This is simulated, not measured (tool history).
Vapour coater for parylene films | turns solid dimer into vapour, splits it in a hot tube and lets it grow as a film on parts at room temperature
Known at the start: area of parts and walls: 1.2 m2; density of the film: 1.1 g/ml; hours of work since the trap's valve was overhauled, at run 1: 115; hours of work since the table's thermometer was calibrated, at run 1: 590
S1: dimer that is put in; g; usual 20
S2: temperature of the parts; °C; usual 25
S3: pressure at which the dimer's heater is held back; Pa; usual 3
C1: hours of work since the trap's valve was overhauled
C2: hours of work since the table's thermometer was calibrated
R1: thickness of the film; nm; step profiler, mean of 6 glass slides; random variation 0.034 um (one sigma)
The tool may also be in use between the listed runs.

| run | day | S1 | S2 | S3 | C1 | C2 | R1 |
|---|---|---|---|---|---|---|---|
| 1 | 0 | 20 | 25 | 3 | 115 | 590 | 10530 |
| 2 | 0.842 | 20 | 25 | 3 | 129 | 604 | 10490 |
| 3 | 1.617 | 20 | 25 | 3 | 143 | 618 | 10510 |
| 4 | 2.4 | 20 | 25 | 3 | 156 | 631 | 10520 |
| 5 | 3 | 20 | 25 | 9.46 | 167 | 642 | 8760 |
| 6 | 3.942 | 20 | 25 | 9.46 | 183 | 658 | 8790 |
| 7 | 4.558 | 20 | 25 | 9.46 | 194 | 669 | 8730 |
| 8 | 5.288 | 14 | 25 | 3 | 206 | 681 | 7290 |
| 9 | 6.117 | 14 | 25 | 3 | 221 | 696 | 7270 |
| 10 | 7.054 | 14 | 28 | 3 | 237 | 712 | 6840 |
| 11 | 7.775 | 20 | 19 | 3 | 249 | 724 | 11730 |
| 12 | 8.7 | 20 | 21 | 3 | 265 | 740 | 11180 |
| 13 | 9.496 | 20 | 21 | 3 | 279 | 754 | 11280 |
| 14 | 9.875 | 20 | 25 | 3 | 286 | 761 | 10320 |
| 15 | 10.354 | 20 | 25 | 6.91 | 294 | 769 | 9090 |
| 16 | 11.158 | 20 | 25 | 6.91 | 308 | 783 | 9040 |
| 17 | 11.75 | 20 | 25 | 6.91 | 318 | 793 | 9060 |

Forecast run 18:
| 18 | 12.296 | 20 | 25 | 6.91 | 327 | 802 | ? |

Run 18 gave R1 9060 nm.
Without the tool's hidden state the same run would have given R1 9570 nm.
